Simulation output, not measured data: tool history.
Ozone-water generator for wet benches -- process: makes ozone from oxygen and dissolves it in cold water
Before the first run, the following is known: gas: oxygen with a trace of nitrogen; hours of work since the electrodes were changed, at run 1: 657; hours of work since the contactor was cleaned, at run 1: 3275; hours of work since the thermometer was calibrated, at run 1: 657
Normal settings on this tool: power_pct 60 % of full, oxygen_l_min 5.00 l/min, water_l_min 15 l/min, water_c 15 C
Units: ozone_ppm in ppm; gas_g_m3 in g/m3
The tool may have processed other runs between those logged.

run,hour,power_pct,oxygen_l_min,water_l_min,water_c,hours of work since the electrodes were changed,hours of work since the contactor was cleaned,hours of work since the thermometer was calibrated,ozone_ppm,gas_g_m3
1,0.0,60,5.00,15,15,657,3275,657,19.2,134.6
2,132.8,60,5.00,15,15,780,3399,780,19.3,133.3
3,214.8,60,5.00,15,22,857,3475,857,17.0,133.0
4,313.2,60,5.00,15,22,948,3566,948,16.8,132.8
5,437.9,60,5.00,15,22,1064,3682,1064,16.4,135.0
6,540.7,60,5.00,15,22,1159,3777,1159,16.8,132.7
7,673.4,60,5.00,16,15,1282,3901,1282,18.0,132.4
8,807.6,60,5.00,16,15,1407,4025,1407,17.9,133.5
9,918.2,60,5.00,15,15,1510,4128,1510,18.9,132.1
10,994.0,60,5.00,15,15,1580,4198,1580,18.5,134.1
11,1098.8,60,5.00,15,15,1678,4296,1678,18.5,132.8
12,1205.6,60,5.00,10,15,1777,4395,1777,23.7,132.1
13,1301.7,60,5.00,10,15,1866,4484,1866,23.6,133.7
14,1418.9,60,5.00,10,15,1975,4593,1975,23.5,131.0
15,1503.7,60,5.00,23,16,2054,4672,2054,13.2,131.0
16,1585.8,57,5.00,15,12,2130,4748,2130,18.4,127.8
17,1671.9,57,5.00,15,12,2210,4828,2210,18.6,127.4
18,1777.0,70,8.15,14,15,2307,4926,2307,19.7,109.3
19,1887.4,70,8.15,14,15,2410,5028,2410,19.8,109.6
20,1977.6,70,8.15,14,15,2494,5112,2494,19.3,110.4
21,2034.8,60,5.00,22,18,2547,5165,2547,12.9,131.0
22,2108.9,60,5.00,22,18,2616,5234,2616,12.9,131.2
23,2224.3,60,7.61,22,17,2723,5341,2723,13.0,103.9
24,2311.8,60,5.50,15,9,2804,5422,2804,19.4,122.6
25,2376.2,60,5.50,15,9,2864,5482,2864,19.9,123.8
26,2478.4,60,5.50,15,9,2959,5577,2959,19.6,124.8
27,2609.6,60,2.77,15,9,3081,5699,3081,19.1,182.8

Below are 3 alternative next runs, each starting from the tool's condition after run 27. Predict each:
A,2733.2,78,2.58,15,15,3196,5814,3196,?,?
B,2733.2,60,3.92,15,15,3196,5814,3196,?,?
C,2733.2,73,6.98,11,9,3196,5814,3196,?,?

run,ozone_ppm,gas_g_m3
A,21.4,228.3
B,18.0,147.7
C,26.2,121.8
Without the tool's unlogged condition, the same runs would have read:
run,ozone_ppm,gas_g_m3
A,24.0,241.7
B,20.1,154.8
C,29.2,128.7

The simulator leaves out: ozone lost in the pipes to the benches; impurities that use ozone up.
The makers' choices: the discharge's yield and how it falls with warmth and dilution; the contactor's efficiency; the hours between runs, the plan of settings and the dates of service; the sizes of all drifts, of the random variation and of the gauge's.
